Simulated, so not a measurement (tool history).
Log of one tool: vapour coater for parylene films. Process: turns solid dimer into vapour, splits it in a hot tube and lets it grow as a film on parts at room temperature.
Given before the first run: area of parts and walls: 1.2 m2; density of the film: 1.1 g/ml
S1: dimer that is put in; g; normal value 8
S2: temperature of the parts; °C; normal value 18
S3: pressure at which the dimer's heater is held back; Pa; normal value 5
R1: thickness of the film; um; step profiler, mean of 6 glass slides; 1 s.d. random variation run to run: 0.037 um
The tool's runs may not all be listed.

Run 1, hour 0: usual settings. Result: R1 3.55 um.
Run 2, hour 21.5: usual settings but S3 3.22 Pa. Result: R1 3.66 um.
Run 3, hour 53.5: usual settings but S3 3.22 Pa. Result: R1 3.63 um.
Run 4, hour 82.4: usual settings but S3 3.22 Pa. Result: R1 3.63 um.
Run 5, hour 109.6: usual settings. Result: R1 3.5 um.
Run 6, hour 135.1: usual settings. Result: R1 3.42 um.
Run 7, hour 155.7: usual settings but S1 5 g. Result: R1 2.18 um.
Run 8, hour 180.9: usual settings but S1 5 g, S2 15 °C. Result: R1 2.42 um.
Run 9, hour 207: usual settings but S1 5 g, S2 15 °C. Result: R1 2.4 um.
At hour 239.7: trap's valve overhauled.
Run 10, hour 251: usual settings but S1 5 g, S2 15 °C. Result: R1 2.72 um.
Run 11, hour 282.2: usual settings but S1 5 g, S2 15 °C, S3 5.11 Pa. Result: R1 2.74 um.
Run 12, hour 304.7: usual settings but S1 5 g, S2 15 °C, S3 5.11 Pa. Result: R1 2.71 um.
Run 13, hour 344.7: usual settings but S1 5 g, S2 15 °C, S3 5.11 Pa. Result: R1 2.66 um.
Run 14, hour 374: usual settings but S1 5 g, S2 15 °C, S3 5.11 Pa. Result: R1 2.66 um.
Run 15, hour 396.9: usual settings but S1 5 g, S2 15 °C, S3 5.11 Pa. Result: R1 2.59 um.
Run 16, hour 418.5: usual settings but S1 12 g. Result: R1 5.77 um.
Run 17, hour 445.7: usual settings. Result: R1 3.84 um.
Run 18, hour 480.8: usual settings. Result: R1 3.86 um.
Run 19, hour 506.9: usual settings but S3 3.92 Pa. Result: R1 3.89 um.
Run 20, hour 534.4: usual settings but S3 8.32 Pa. Result: R1 3.66 um.
Run 21, hour 554.2: usual settings but S3 7.3 Pa. Result: R1 3.69 um.
Run 22, hour 595.4: usual settings but S3 9.67 Pa. Result: R1 3.58 um.
Run 23, hour 614.3: usual settings but S3 9.67 Pa. Result: R1 3.55 um.
Run 24, hour 636.5: usual settings but S3 9.67 Pa. Result: R1 3.53 um.
Run 25, hour 665.6: usual settings but S1 12 g, S2 15 °C. Result: R1 6.26 um.
Run 26, hour 697.4: usual settings but S2 19 °C, S3 2.81 Pa. Result: R1 3.83 um.
Run 27, hour 731.3: usual settings but S1 4 g, S2 10 °C. Result: R1 2.46 um.
Run 28, hour 763.2: usual settings but S1 4 g, S2 10 °C. Result: R1 2.4 um.
Run 29, hour 790.2: usual settings but S1 4 g, S2 10 °C. Result: R1 2.38 um.
Run 30, hour 818.6: usual settings but S1 4 g, S2 25 °C, S3 2.76 Pa. Result: R1 1.56 um.
Run 31, hour 850.1: usual settings but S1 6 g, S2 27 °C, S3 7.47 Pa. Result: R1 2.02 um.
Run 32, hour 891.8: usual settings but S1 6 g, S2 27 °C, S3 7.47 Pa. Result: R1 2.03 um.
Run 33, hour 922.8: usual settings but S1 6 g, S2 27 °C, S3 11.67 Pa. Result: R1 1.9 um.
Run 34, hour 944.5: usual settings but S1 6 g, S2 27 °C, S3 11.67 Pa. Result: R1 1.87 um.
Run 35, hour 971.5: usual settings but S1 6 g, S2 27 °C, S3 11.67 Pa. Result: R1 1.89 um.
Run 36, hour 994.7: usual settings but S1 6 g, S3 5.71 Pa. Result: R1 2.78 um.
Run 37, hour 1021.7: usual settings but S1 4 g, S2 22 °C, S3 9.87 Pa. Result: R1 1.51 um.
Run 38, hour 1057: usual settings but S2 14 °C, S3 4.83 Pa. Result: R1 4.2 um.
Run 39, hour 1094.4: usual settings but S1 10 g, S3 6.87 Pa. Result: R1 4.5 um.
Run 40, hour 1133.2: usual settings but S1 4 g, S2 16 °C, S3 7.18 Pa. Result: R1 1.84 um.
Run 41, hour 1169.8: usual settings but S2 21 °C, S3 3 Pa. Result: R1 3.36 um.
Run 42, hour 1193: usual settings but S1 7 g, S2 19 °C, S3 4.57 Pa. Result: R1 3.1 um.
Run 43, hour 1231.4: usual settings but S1 7 g, S2 19 °C, S3 4.57 Pa. Result: R1 3.05 um.
Run 44, hour 1273.6: usual settings but S1 11 g, S2 29 °C, S3 10.26 Pa. Result: R1 3.23 um.
Run 45, hour 1315.1: usual settings but S1 7 g, S2 21 °C, S3 4.92 Pa. Result: R1 2.83 um.
Run 46, hour 1348.8: usual settings but S1 7 g, S2 21 °C, S3 4.92 Pa. Result: R1 2.82 um.

Below are 3 alternative next runs, each starting from the tool's condition after run 46. Predict each:
Run A, hour 1372.2: usual settings but S1 5 g, S2 13 °C, S3 9.95 Pa. Result: R1 ?.
Run B, hour 1372.2: usual settings but S1 12 g, S2 24 °C, S3 2.61 Pa. Result: R1 ?.
Run C, hour 1372.2: usual settings but S3 2.23 Pa. Result: R1 ?.

run    R1
  A  2.41
  B  4.62
  C  3.76
With no hidden state in the tool, these same runs would have given:
run    R1
  A  2.67
  B   5.1
  C  4.16
